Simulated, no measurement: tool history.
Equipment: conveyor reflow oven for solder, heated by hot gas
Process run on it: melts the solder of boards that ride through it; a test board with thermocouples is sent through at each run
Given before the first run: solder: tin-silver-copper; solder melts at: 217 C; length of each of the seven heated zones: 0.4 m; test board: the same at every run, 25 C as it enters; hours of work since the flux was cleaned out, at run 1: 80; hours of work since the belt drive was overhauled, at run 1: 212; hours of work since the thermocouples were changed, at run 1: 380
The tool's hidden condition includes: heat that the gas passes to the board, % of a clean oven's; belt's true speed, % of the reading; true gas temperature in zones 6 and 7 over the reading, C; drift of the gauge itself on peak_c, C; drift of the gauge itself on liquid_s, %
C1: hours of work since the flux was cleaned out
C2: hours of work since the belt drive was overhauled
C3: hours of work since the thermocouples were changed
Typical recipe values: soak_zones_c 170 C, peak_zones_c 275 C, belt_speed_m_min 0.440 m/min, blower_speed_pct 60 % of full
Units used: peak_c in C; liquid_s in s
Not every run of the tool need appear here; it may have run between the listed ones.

run 1 day=0.000 | soak_zones_c=170 peak_zones_c=275 belt_speed_m_min=0.440 blower_speed_pct=60 | C1=80 C2=212 C3=380 | peak_c=257.0 liquid_s=84.7
run 2 day=0.471 | soak_zones_c=170 peak_zones_c=275 belt_speed_m_min=0.440 blower_speed_pct=60 | C1=89 C2=220 C3=388 | peak_c=257.5 liquid_s=84.6
run 3 day=0.925 | soak_zones_c=170 peak_zones_c=283 belt_speed_m_min=0.440 blower_speed_pct=60 | C1=97 C2=229 C3=397 | peak_c=264.2 liquid_s=90.6
run 4 day=1.367 | soak_zones_c=170 peak_zones_c=283 belt_speed_m_min=0.440 blower_speed_pct=60 | C1=106 C2=237 C3=405 | peak_c=264.7 liquid_s=90.5
run 5 day=1.904 | soak_zones_c=170 peak_zones_c=283 belt_speed_m_min=0.440 blower_speed_pct=60 | C1=116 C2=247 C3=415 | peak_c=264.6 liquid_s=90.7
run 6 day=2.608 | soak_zones_c=170 peak_zones_c=283 belt_speed_m_min=0.440 blower_speed_pct=60 | C1=129 C2=260 C3=428 | peak_c=264.9 liquid_s=91.0
run 7 day=3.167 | soak_zones_c=170 peak_zones_c=275 belt_speed_m_min=0.518 blower_speed_pct=60 | C1=139 C2=271 C3=439 | peak_c=251.1 liquid_s=65.0
-- day=4.258 flux residue cleaned out of gas plates and filters
run 8 day=4.412 | soak_zones_c=170 peak_zones_c=275 belt_speed_m_min=0.440 blower_speed_pct=60 | C1=3 C2=290 C3=458 | peak_c=257.6 liquid_s=84.5
run 9 day=4.929 | soak_zones_c=170 peak_zones_c=275 belt_speed_m_min=0.440 blower_speed_pct=51 | C1=12 C2=300 C3=468 | peak_c=254.9 liquid_s=81.7
run 10 day=5.629 | soak_zones_c=170 peak_zones_c=280 belt_speed_m_min=0.440 blower_speed_pct=60 | C1=26 C2=313 C3=481 | peak_c=261.7 liquid_s=88.9
run 11 day=6.333 | soak_zones_c=170 peak_zones_c=280 belt_speed_m_min=0.440 blower_speed_pct=60 | C1=39 C2=326 C3=494 | peak_c=262.2 liquid_s=88.6
run 12 day=7.179 | soak_zones_c=174 peak_zones_c=275 belt_speed_m_min=0.440 blower_speed_pct=60 | C1=55 C2=342 C3=510 | peak_c=258.3 liquid_s=86.6
run 13 day=7.708 | soak_zones_c=174 peak_zones_c=275 belt_speed_m_min=0.440 blower_speed_pct=60 | C1=65 C2=352 C3=520 | peak_c=258.0 liquid_s=86.8
run 14 day=8.396 | soak_zones_c=183 peak_zones_c=275 belt_speed_m_min=0.440 blower_speed_pct=60 | C1=77 C2=365 C3=533 | peak_c=259.8 liquid_s=93.0
run 15 day=9.075 | soak_zones_c=183 peak_zones_c=289 belt_speed_m_min=0.440 blower_speed_pct=60 | C1=90 C2=377 C3=545 | peak_c=272.4 liquid_s=102.2
run 16 day=10.075 | soak_zones_c=183 peak_zones_c=289 belt_speed_m_min=0.440 blower_speed_pct=60 | C1=109 C2=396 C3=564 | peak_c=272.3 liquid_s=102.4
run 17 day=10.679 | soak_zones_c=170 peak_zones_c=273 belt_speed_m_min=0.440 blower_speed_pct=56 | C1=120 C2=407 C3=575 | peak_c=254.5 liquid_s=80.8
run 18 day=11.438 | soak_zones_c=170 peak_zones_c=273 belt_speed_m_min=0.440 blower_speed_pct=56 | C1=134 C2=422 C3=590 | peak_c=254.8 liquid_s=81.4
run 19 day=12.042 | soak_zones_c=178 peak_zones_c=267 belt_speed_m_min=0.412 blower_speed_pct=56 | C1=146 C2=433 C3=601 | peak_c=252.4 liquid_s=89.9
-- day=12.854 flux residue cleaned out of gas plates and filters
run 20 day=13.008 | soak_zones_c=178 peak_zones_c=267 belt_speed_m_min=0.412 blower_speed_pct=56 | C1=3 C2=447 C3=615 | peak_c=252.8 liquid_s=90.7
run 21 day=13.804 | soak_zones_c=172 peak_zones_c=267 belt_speed_m_min=0.418 blower_speed_pct=56 | C1=18 C2=462 C3=630 | peak_c=251.7 liquid_s=84.6

Run 22, settings as shown, results not yet in. Your forecast:
run 22 day=14.538 | soak_zones_c=172 peak_zones_c=267 belt_speed_m_min=0.418 blower_speed_pct=60 | C1=31 C2=476 C3=644 | peak_c=? liquid_s=?

{"run 22": {"peak_c": 252.6, "liquid_s": 86.0}}
With the hidden condition absent and the run-to-run variation left alone, this run would have shown peak_c 252.6 C, liquid_s 86.0 s.
